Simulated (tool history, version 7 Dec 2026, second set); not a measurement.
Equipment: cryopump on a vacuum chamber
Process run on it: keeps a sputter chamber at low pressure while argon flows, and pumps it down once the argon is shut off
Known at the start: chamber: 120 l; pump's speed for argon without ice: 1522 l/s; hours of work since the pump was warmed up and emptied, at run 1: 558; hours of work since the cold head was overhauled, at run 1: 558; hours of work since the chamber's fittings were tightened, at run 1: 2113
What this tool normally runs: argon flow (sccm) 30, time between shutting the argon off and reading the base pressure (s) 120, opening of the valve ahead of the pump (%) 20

| run | hour | argon flow (sccm) | time between shutting the argon off and reading the base pressure (s) | opening of the valve ahead of the pump (%) | hours of work since the pump was warmed up and emptied | hours of work since the cold head was overhauled | hours of work since the chamber's fittings were tightened | pressure while argon flows (Pa) | pressure after the wait (uPa) |
|---|---|---|---|---|---|---|---|---|---|
| 1 | 0 | 30 | 120 | 20 | 558 | 558 | 2113 | 0.1748 | 1.18 |
| 2 | 14.9 | 30 | 120 | 20 | 570 | 570 | 2124 | 0.1754 | 1.17 |
| 3 | 34.6 | 30 | 120 | 20 | 585 | 585 | 2140 | 0.1747 | 1.16 |
| 4 | 50.2 | 30 | 120 | 26 | 597 | 597 | 2152 | 0.1361 | 1.19 |
| 5 | 68 | 30 | 24 | 20 | 611 | 611 | 2166 | 0.1756 | 3.04 |
| 6 | 86.3 | 30 | 24 | 20 | 625 | 625 | 2180 | 0.1751 | 3.03 |
| 7 | 96.8 | 30 | 24 | 20 | 634 | 634 | 2188 | 0.1755 | 3.12 |
| 8 | 108.5 | 30 | 24 | 20 | 643 | 643 | 2197 | 0.1742 | 3.12 |
| 9 | 127.1 | 30 | 120 | 24 | 657 | 657 | 2212 | 0.1486 | 1.24 |
| 10 | 140.4 | 30 | 120 | 24 | 668 | 668 | 2222 | 0.1475 | 1.22 |
| 11 | 150.2 | 30 | 120 | 24 | 675 | 675 | 2230 | 0.1474 | 1.27 |
| 12 | 165.1 | 30 | 144 | 20 | 687 | 687 | 2241 | 0.1776 | 1.12 |
| 13 | 177.3 | 30 | 250 | 20 | 696 | 696 | 2251 | 0.1769 | 1 |
| 14 | 193.3 | 30 | 250 | 20 | 709 | 709 | 2263 | 0.1766 | 1.02 |
| 15 | 210 | 52 | 53 | 20 | 722 | 722 | 2276 | 0.3054 | 1.89 |
|  | 226.4 | pump warmed up, emptied and cooled again |
| 16 | 229.4 | 57 | 23 | 54 | 2 | 733 | 2288 | 0.1186 | 3 |
| 17 | 245 | 57 | 128 | 35 | 14 | 745 | 2300 | 0.1796 | 1.06 |
| 18 | 254.3 | 59 | 95 | 20 | 22 | 752 | 2307 | 0.3296 | 1.24 |
| 19 | 273 | 18 | 70 | 23 | 36 | 767 | 2322 | 0.0876 | 1.4 |
| 20 | 289.8 | 22 | 120 | 34 | 49 | 780 | 2335 | 0.0728 | 1.08 |
| 21 | 304.8 | 16 | 42 | 31 | 61 | 792 | 2346 | 0.0572 | 2 |
| 22 | 319.6 | 21 | 23 | 44 | 73 | 803 | 2358 | 0.0538 | 2.99 |
| 23 | 333.4 | 53 | 23 | 60 | 83 | 814 | 2369 | 0.0998 | 3.08 |
| 24 | 353.4 | 53 | 23 | 60 | 99 | 830 | 2384 | 0.1009 | 3.07 |
| 25 | 364.4 | 53 | 57 | 60 | 108 | 838 | 2393 | 0.1006 | 1.67 |

Predict each of these 4 candidate next runs independently; none follows another, all start after run 25:
| A | 382.5 | 16 | 57 | 60 | 122 | 852 | 2407 | ? | ? |
| B | 382.5 | 30 | 57 | 60 | 122 | 852 | 2407 | ? | ? |
| C | 382.5 | 30 | 153 | 35 | 122 | 852 | 2407 | ? | ? |
| D | 382.5 | 34 | 152 | 46 | 122 | 852 | 2407 | ? | ? |

| run | pressure while argon flows (Pa) | pressure after the wait (uPa) |
|---|---|---|
| A | 0.031 | 1.62 |
| B | 0.0571 | 1.66 |
| C | 0.0978 | 1.05 |
| D | 0.0836 | 1 |
Without the tool's unlogged condition, the same runs would have read:
| run | pressure while argon flows (Pa) | pressure after the wait (uPa) |
|---|---|---|
| A | 0.0301 | 1.16 |
| B | 0.0555 | 1.19 |
| C | 0.0962 | 0.57 |
| D | 0.0818 | 0.53 |
